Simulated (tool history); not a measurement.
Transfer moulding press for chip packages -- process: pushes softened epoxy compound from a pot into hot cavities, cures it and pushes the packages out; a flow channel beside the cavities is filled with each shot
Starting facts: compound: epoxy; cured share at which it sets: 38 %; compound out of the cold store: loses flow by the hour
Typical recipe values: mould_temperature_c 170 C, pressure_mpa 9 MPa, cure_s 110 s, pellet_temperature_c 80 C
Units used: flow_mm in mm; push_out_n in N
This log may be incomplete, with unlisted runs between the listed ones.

| run | hour | mould_temperature_c | pressure_mpa | cure_s | pellet_temperature_c | incoming compound's hours out of the cold store | flow_mm | push_out_n |
|---|---|---|---|---|---|---|---|---|
| 1 | 0 | 170 | 9 | 110 | 80 | 13.9 | 531.4 | 711 |
|  | 23 | cavities cleaned with cleaning compound and waxed |
| 2 | 47.5 | 170 | 9 | 110 | 80 | 32.1 | 496.8 | 598 |
| 3 | 73.9 | 170 | 9 | 110 | 80 | 12.8 | 530.4 | 706 |
| 4 | 103.8 | 170 | 9 | 110 | 80 | 9.3 | 534.3 | 739 |
|  | 108.7 | cavities cleaned with cleaning compound and waxed |
| 5 | 136.3 | 170 | 9 | 110 | 80 | 20.9 | 511.5 | 620 |
|  | 154.2 | plunger's sealing rings changed |
| 6 | 173.3 | 178 | 9 | 110 | 80 | 24.3 | 502 | 619 |
|  | 194.5 | cavities cleaned with cleaning compound and waxed |
| 7 | 202.7 | 178 | 9 | 110 | 80 | 42.4 | 470.6 | 434 |
| 8 | 241.1 | 170 | 6.85 | 110 | 80 | 41 | 421.2 | 676 |
|  | 277.2 | cavities cleaned with cleaning compound and waxed |
| 9 | 281.7 | 169 | 8.86 | 115 | 79 | 35.5 | 488.8 | 448 |
| 10 | 332 | 175 | 7.59 | 99 | 86 | 43.5 | 430.7 | 649 |
|  | 360.9 | cavities cleaned with cleaning compound and waxed |
| 11 | 383.2 | 175 | 7.59 | 99 | 86 | 22.5 | 458.1 | 549 |
|  | 394.4 | plunger's sealing rings changed |
| 12 | 408 | 175 | 7.59 | 99 | 86 | 15.1 | 479.9 | 658 |
| 13 | 429.4 | 170 | 7.28 | 119 | 80 | 10.7 | 485.5 | 695 |
|  | 446.7 | cavities cleaned with cleaning compound and waxed |
| 14 | 479.9 | 164 | 9 | 129 | 78 | 27.4 | 518 | 714 |
| 15 | 504.8 | 164 | 7.79 | 129 | 76 | 43.6 | 456 | 756 |
|  | 531 | cavities cleaned with cleaning compound and waxed |
| 16 | 546.9 | 173 | 7.35 | 112 | 72 | 9 | 481.1 | 503 |

Here are 3 independent what-if runs from the current tool condition. What would each one return?
| A | 576.8 | 173 | 7.35 | 137 | 72 | 20.8 | ? | ? |
| B | 576.8 | 170 | 7.45 | 140 | 71 | 43.5 | ? | ? |
| C | 576.8 | 168 | 7.44 | 110 | 82 | 22.4 | ? | ? |

| run | flow_mm | push_out_n |
|---|---|---|
| A | 458.4 | 579 |
| B | 433.9 | 595 |
| C | 468.1 | 806 |
Without the tool's unlogged condition, the same runs would have read:
| run | flow_mm | push_out_n |
|---|---|---|
| A | 465.4 | 352 |
| B | 440.5 | 356 |
| C | 475 | 461 |

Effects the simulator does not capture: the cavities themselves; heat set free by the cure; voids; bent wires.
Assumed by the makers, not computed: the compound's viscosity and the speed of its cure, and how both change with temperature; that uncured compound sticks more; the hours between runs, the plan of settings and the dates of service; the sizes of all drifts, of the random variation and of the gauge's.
